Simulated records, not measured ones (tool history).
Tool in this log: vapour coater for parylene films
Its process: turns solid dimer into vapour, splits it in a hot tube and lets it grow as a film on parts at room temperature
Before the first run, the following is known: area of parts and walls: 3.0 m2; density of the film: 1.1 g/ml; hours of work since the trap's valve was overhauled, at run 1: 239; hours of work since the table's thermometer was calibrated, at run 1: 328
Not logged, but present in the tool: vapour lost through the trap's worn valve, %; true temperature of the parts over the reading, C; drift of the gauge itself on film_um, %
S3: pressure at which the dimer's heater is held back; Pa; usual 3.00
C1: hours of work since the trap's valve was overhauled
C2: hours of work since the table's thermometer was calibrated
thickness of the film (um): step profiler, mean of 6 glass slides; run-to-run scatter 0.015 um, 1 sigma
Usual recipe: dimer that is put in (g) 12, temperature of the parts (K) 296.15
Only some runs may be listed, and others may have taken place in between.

run 1 hour=0.0 | dimer_that_is_put_in_(g)=12 temperature_of_the_parts_(K)=296.15 S3=3.00 | C1=239 C2=328 | thickness_of_the_film_(um)=1.58
run 2 hour=76.3 | dimer_that_is_put_in_(g)=12 temperature_of_the_parts_(K)=292.15 S3=3.00 | C1=271 C2=360 | thickness_of_the_film_(um)=1.72
run 3 hour=119.3 | dimer_that_is_put_in_(g)=12 temperature_of_the_parts_(K)=292.15 S3=3.00 | C1=289 C2=378 | thickness_of_the_film_(um)=1.73
-- hour=165.4 trap's valve overhauled
run 4 hour=165.4 | dimer_that_is_put_in_(g)=12 temperature_of_the_parts_(K)=292.15 S3=3.00 | C1=0 C2=395 | thickness_of_the_film_(um)=1.64
run 5 hour=246.1 | dimer_that_is_put_in_(g)=12 temperature_of_the_parts_(K)=292.15 S3=3.00 | C1=34 C2=429 | thickness_of_the_film_(um)=1.60
run 6 hour=279.0 | dimer_that_is_put_in_(g)=12 temperature_of_the_parts_(K)=296.15 S3=11.03 | C1=47 C2=443 | thickness_of_the_film_(um)=1.08
-- hour=328.1 trap's valve overhauled, once more
run 7 hour=346.0 | dimer_that_is_put_in_(g)=12 temperature_of_the_parts_(K)=296.15 S3=11.03 | C1=7 C2=469 | thickness_of_the_film_(um)=1.39
run 8 hour=411.6 | dimer_that_is_put_in_(g)=19 temperature_of_the_parts_(K)=296.15 S3=3.00 | C1=35 C2=496 | thickness_of_the_film_(um)=2.83
run 9 hour=459.8 | dimer_that_is_put_in_(g)=12 temperature_of_the_parts_(K)=296.15 S3=3.00 | C1=55 C2=516 | thickness_of_the_film_(um)=1.75
run 10 hour=539.5 | dimer_that_is_put_in_(g)=12 temperature_of_the_parts_(K)=296.15 S3=3.00 | C1=88 C2=549 | thickness_of_the_film_(um)=1.70
run 11 hour=596.3 | dimer_that_is_put_in_(g)=12 temperature_of_the_parts_(K)=296.15 S3=3.00 | C1=112 C2=573 | thickness_of_the_film_(um)=1.74
run 12 hour=658.8 | dimer_that_is_put_in_(g)=12 temperature_of_the_parts_(K)=296.15 S3=3.00 | C1=138 C2=599 | thickness_of_the_film_(um)=1.70
run 13 hour=692.8 | dimer_that_is_put_in_(g)=12 temperature_of_the_parts_(K)=296.15 S3=3.00 | C1=152 C2=613 | thickness_of_the_film_(um)=1.67
run 14 hour=731.0 | dimer_that_is_put_in_(g)=12 temperature_of_the_parts_(K)=296.15 S3=2.74 | C1=168 C2=629 | thickness_of_the_film_(um)=1.69
run 15 hour=801.2 | dimer_that_is_put_in_(g)=12 temperature_of_the_parts_(K)=296.15 S3=2.74 | C1=197 C2=658 | thickness_of_the_film_(um)=1.66
run 16 hour=863.3 | dimer_that_is_put_in_(g)=12 temperature_of_the_parts_(K)=296.15 S3=2.74 | C1=223 C2=684 | thickness_of_the_film_(um)=1.64
run 17 hour=907.9 | dimer_that_is_put_in_(g)=15 temperature_of_the_parts_(K)=296.15 S3=3.00 | C1=242 C2=703 | thickness_of_the_film_(um)=2.00
run 18 hour=947.0 | dimer_that_is_put_in_(g)=15 temperature_of_the_parts_(K)=296.15 S3=3.00 | C1=258 C2=719 | thickness_of_the_film_(um)=1.99
run 19 hour=1014.3 | dimer_that_is_put_in_(g)=15 temperature_of_the_parts_(K)=296.15 S3=3.00 | C1=286 C2=747 | thickness_of_the_film_(um)=1.94
-- hour=1067.0 trap's valve overhauled
run 20 hour=1069.5 | dimer_that_is_put_in_(g)=12 temperature_of_the_parts_(K)=290.15 S3=3.00 | C1=1 C2=768 | thickness_of_the_film_(um)=2.13
run 21 hour=1118.5 | dimer_that_is_put_in_(g)=12 temperature_of_the_parts_(K)=296.15 S3=2.71 | C1=21 C2=789 | thickness_of_the_film_(um)=1.83
run 22 hour=1199.3 | dimer_that_is_put_in_(g)=5 temperature_of_the_parts_(K)=295.15 S3=2.71 | C1=55 C2=823 | thickness_of_the_film_(um)=0.78
run 23 hour=1232.8 | dimer_that_is_put_in_(g)=20 temperature_of_the_parts_(K)=297.15 S3=2.12 | C1=69 C2=836 | thickness_of_the_film_(um)=3.05
run 24 hour=1296.8 | dimer_that_is_put_in_(g)=9 temperature_of_the_parts_(K)=298.15 S3=2.72 | C1=96 C2=863 | thickness_of_the_film_(um)=1.25
-- hour=1314.9 table's thermometer calibrated
run 25 hour=1330.6 | dimer_that_is_put_in_(g)=9 temperature_of_the_parts_(K)=298.15 S3=2.72 | C1=109 C2=7 | thickness_of_the_film_(um)=1.26
run 26 hour=1363.7 | dimer_that_is_put_in_(g)=8 temperature_of_the_parts_(K)=296.15 S3=3.42 | C1=123 C2=20 | thickness_of_the_film_(um)=1.11
run 27 hour=1437.1 | dimer_that_is_put_in_(g)=9 temperature_of_the_parts_(K)=296.15 S3=5.78 | C1=154 C2=51 | thickness_of_the_film_(um)=1.12
run 28 hour=1477.7 | dimer_that_is_put_in_(g)=6 temperature_of_the_parts_(K)=294.15 S3=10.53 | C1=171 C2=68 | thickness_of_the_film_(um)=0.70
run 29 hour=1553.8 | dimer_that_is_put_in_(g)=12 temperature_of_the_parts_(K)=296.15 S3=3.00 | C1=202 C2=99 | thickness_of_the_film_(um)=1.65
run 30 hour=1586.9 | dimer_that_is_put_in_(g)=15 temperature_of_the_parts_(K)=296.15 S3=3.00 | C1=216 C2=113 | thickness_of_the_film_(um)=2.06
run 31 hour=1662.0 | dimer_that_is_put_in_(g)=15 temperature_of_the_parts_(K)=296.15 S3=3.00 | C1=247 C2=145 | thickness_of_the_film_(um)=2.01
run 32 hour=1726.3 | dimer_that_is_put_in_(g)=6 temperature_of_the_parts_(K)=294.15 S3=7.91 | C1=274 C2=171 | thickness_of_the_film_(um)=0.69
-- hour=1802.8 trap's valve overhauled
run 33 hour=1808.2 | dimer_that_is_put_in_(g)=7 temperature_of_the_parts_(K)=302.15 S3=2.15 | C1=2 C2=204 | thickness_of_the_film_(um)=0.99
run 34 hour=1860.8 | dimer_that_is_put_in_(g)=6 temperature_of_the_parts_(K)=295.15 S3=4.34 | C1=24 C2=226 | thickness_of_the_film_(um)=0.88
run 35 hour=1904.7 | dimer_that_is_put_in_(g)=11 temperature_of_the_parts_(K)=295.15 S3=3.49 | C1=42 C2=244 | thickness_of_the_film_(um)=1.64
run 36 hour=1953.4 | dimer_that_is_put_in_(g)=11 temperature_of_the_parts_(K)=295.15 S3=3.49 | C1=63 C2=264 | thickness_of_the_film_(um)=1.62
run 37 hour=2023.1 | dimer_that_is_put_in_(g)=17 temperature_of_the_parts_(K)=296.15 S3=3.00 | C1=92 C2=293 | thickness_of_the_film_(um)=2.45
run 38 hour=2079.2 | dimer_that_is_put_in_(g)=17 temperature_of_the_parts_(K)=296.15 S3=3.00 | C1=115 C2=317 | thickness_of_the_film_(um)=2.46
run 39 hour=2152.3 | dimer_that_is_put_in_(g)=17 temperature_of_the_parts_(K)=296.15 S3=2.56 | C1=146 C2=347 | thickness_of_the_film_(um)=2.47

Alternative continuations, all from the tool just after run 39; predict every row:
run A hour=2225.7 | dimer_that_is_put_in_(g)=17 temperature_of_the_parts_(K)=296.15 S3=3.51 | C1=176 C2=378 | thickness_of_the_film_(um)=?
run B hour=2225.7 | dimer_that_is_put_in_(g)=13 temperature_of_the_parts_(K)=295.15 S3=8.48 | C1=176 C2=378 | thickness_of_the_film_(um)=?
run C hour=2225.7 | dimer_that_is_put_in_(g)=18 temperature_of_the_parts_(K)=289.15 S3=6.48 | C1=176 C2=378 | thickness_of_the_film_(um)=?
run D hour=2225.7 | dimer_that_is_put_in_(g)=12 temperature_of_the_parts_(K)=293.15 S3=3.00 | C1=176 C2=378 | thickness_of_the_film_(um)=?
run E hour=2225.7 | dimer_that_is_put_in_(g)=17 temperature_of_the_parts_(K)=300.15 S3=3.70 | C1=176 C2=378 | thickness_of_the_film_(um)=?

run=A thickness_of_the_film_(um)=2.25
run=B thickness_of_the_film_(um)=1.48
run=C thickness_of_the_film_(um)=2.59
run=D thickness_of_the_film_(um)=1.80
run=E thickness_of_the_film_(um)=2.04
The same runs, with their run-to-run variation unchanged, on a tool lacking any hidden condition would have given:
run=A thickness_of_the_film_(um)=2.52
run=B thickness_of_the_film_(um)=1.65
run=C thickness_of_the_film_(um)=2.89
run=D thickness_of_the_film_(um)=2.00
run=E thickness_of_the_film_(um)=2.27

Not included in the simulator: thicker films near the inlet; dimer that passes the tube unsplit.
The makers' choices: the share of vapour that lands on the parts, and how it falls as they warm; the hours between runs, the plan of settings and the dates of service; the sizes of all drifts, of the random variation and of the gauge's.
